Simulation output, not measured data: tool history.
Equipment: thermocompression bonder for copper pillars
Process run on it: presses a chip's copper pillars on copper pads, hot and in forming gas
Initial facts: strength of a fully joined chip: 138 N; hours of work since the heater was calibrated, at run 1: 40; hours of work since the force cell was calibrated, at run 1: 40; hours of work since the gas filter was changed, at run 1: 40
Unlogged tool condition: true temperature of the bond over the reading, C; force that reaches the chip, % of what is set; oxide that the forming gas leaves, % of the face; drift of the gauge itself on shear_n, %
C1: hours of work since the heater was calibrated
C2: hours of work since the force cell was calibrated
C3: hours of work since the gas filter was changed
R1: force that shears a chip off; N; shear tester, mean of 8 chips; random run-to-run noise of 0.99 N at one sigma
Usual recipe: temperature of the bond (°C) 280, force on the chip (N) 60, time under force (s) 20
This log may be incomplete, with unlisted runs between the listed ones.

Run 1, hour 0: usual settings; C1 40; C2 40; C3 40. Result: R1 82.5 N.
Run 2, hour 18.4: usual settings; C1 47; C2 47; C3 47. Result: R1 82.9 N.
Run 3, hour 35.3: usual settings but force on the chip (N) 43; C1 54; C2 54; C3 54. Result: R1 67.6 N.
Run 4, hour 60.3: usual settings but force on the chip (N) 43; C1 65; C2 65; C3 65. Result: R1 69.2 N.
Run 5, hour 91.3: usual settings but force on the chip (N) 83; C1 78; C2 78; C3 78. Result: R1 99 N.
Run 6, hour 108.9: usual settings but force on the chip (N) 83; C1 85; C2 85; C3 85. Result: R1 98.4 N.
Run 7, hour 142.1: usual settings; C1 99; C2 99; C3 99. Result: R1 81.2 N.
Run 8, hour 164.2: usual settings but force on the chip (N) 58; C1 109; C2 109; C3 109. Result: R1 79.7 N.
Run 9, hour 185.6: usual settings but temperature of the bond (°C) 250; C1 118; C2 118; C3 118. Result: R1 53.2 N.
Run 10, hour 209.5: usual settings but temperature of the bond (°C) 253, force on the chip (N) 51, time under force (s) 39; C1 128; C2 128; C3 128. Result: R1 62.7 N.
Run 11, hour 230.9: usual settings but temperature of the bond (°C) 260, time under force (s) 13; C1 137; C2 137; C3 137. Result: R1 52.7 N.
Run 12, hour 262.9: usual settings but temperature of the bond (°C) 260, time under force (s) 13; C1 150; C2 150; C3 150. Result: R1 52.7 N.
Run 13, hour 289.7: usual settings but temperature of the bond (°C) 306, force on the chip (N) 68, time under force (s) 13; C1 162; C2 162; C3 162. Result: R1 98.5 N.
Run 14, hour 316.2: usual settings but temperature of the bond (°C) 306, force on the chip (N) 68, time under force (s) 13; C1 173; C2 173; C3 173. Result: R1 96.8 N.
Run 15, hour 338.8: usual settings but temperature of the bond (°C) 306, force on the chip (N) 68, time under force (s) 13; C1 182; C2 182; C3 182. Result: R1 99.4 N.
Run 16, hour 370.1: usual settings but temperature of the bond (°C) 306, force on the chip (N) 68, time under force (s) 13; C1 195; C2 195; C3 195. Result: R1 97.6 N.
Run 17, hour 395.3: usual settings but temperature of the bond (°C) 306, force on the chip (N) 84; C1 206; C2 206; C3 206. Result: R1 114.7 N.

Consider 3 possible next runs. They are alternatives, not a sequence: every one starts from the tool as it was left by run 17. What does each give?
Run A, hour 431.5: usual settings but temperature of the bond (°C) 269, force on the chip (N) 38, time under force (s) 12; C1 221; C2 221; C3 221. Result: R1 ?.
Run B, hour 431.5: usual settings but temperature of the bond (°C) 309, force on the chip (N) 56; C1 221; C2 221; C3 221. Result: R1 ?.
Run C, hour 431.5: usual settings but temperature of the bond (°C) 306, force on the chip (N) 84, time under force (s) 18; C1 221; C2 221; C3 221. Result: R1 ?.

run     R1
  A   39.6
  B   99.4
  C  111.2
Without the tool's hidden state the same runs would have given:
run     R1
  A     45
  B  107.1
  C  118.4
